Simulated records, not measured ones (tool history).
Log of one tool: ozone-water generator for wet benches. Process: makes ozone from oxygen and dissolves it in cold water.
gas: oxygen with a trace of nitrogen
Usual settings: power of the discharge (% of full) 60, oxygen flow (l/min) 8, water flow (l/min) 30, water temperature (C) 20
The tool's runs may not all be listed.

run     day  power of the discharge (% of full)  oxygen flow (l/min)  water flow (l/min)  water temperature (C)  dissolved ozone (ppm)  ozone in the gas ahead of the water (g/m3)
  1       0                                  60                    8                  30                     20                   11.5                                       165.9
  2   5.633                                  60                    8                  30                     20                   11.7                                       164.7
     11.688  -- contactor cleaned
  3  13.975                                  60                    8                  30                     20                   13.3                                       164.1
     18.392  -- water thermometer calibrated
  4  19.925                                  60                    8                  30                     20                   13.2                                       163.3
  5  25.475                                  60                    8                  20                     20                     19                                       161.7
  6  32.779                                  60                    8                  20                     20                   18.6                                       161.7
  7  36.588                                  60                    8                  20                     20                   18.6                                       162.3
  8  43.571                                  60                    8                  20                     20                   18.5                                       161.5
  9  50.329                                  60                    8                  20                     20                   18.2                                       159.8
 10  57.042                                  60                    8                  20                     20                   17.9                                       158.5
 11  62.112                                  60                 4.14                  22                     20                   17.8                                       243.1
 12  68.762                                  60                 4.14                  37                     14                   10.1                                       241.4
 13  74.675                                  60                 4.14                  37                     14                   10.3                                       241.5
 14  82.571                                  59                 8.05                  31                     12                   12.8                                         153
 15  86.121                                  59                 8.05                  31                     12                   12.8                                       152.9
 16  92.412                                  48                 8.05                  31                     15                   10.3                                       129.7
 17  97.762                                  66                 9.26                  30                     13                   13.7                                       150.2

The same runs without the tool's hidden state, with the same run-to-run variation:
The hidden state here: yield of the discharge, % of new electrodes'; contactor's efficiency, % of a clean one's; true water temperature over the reading, C; drift of the gauge itself on ozone_ppm, %; drift of the gauge itself on gas_g_m3, %.
run  dissolved ozone (ppm)  ozone in the gas ahead of the water (g/m3)
  1                   14.6                                         181
  2                     15                                       180.4
  3                   14.8                                       180.8
  4                   14.8                                       180.7
  5                   21.4                                       179.7
  6                   21.1                                       180.5
  7                   21.3                                       181.6
  8                   21.3                                       181.6
  9                   21.2                                       180.7
 10                   21.1                                       180.2
 11                   21.1                                       277.4
 12                   12.2                                       276.8
 13                   12.5                                       278.1
 14                   15.7                                       176.8
 15                   15.8                                       177.2
 16                   12.4                                       146.2
 17                   17.5                                       178.8
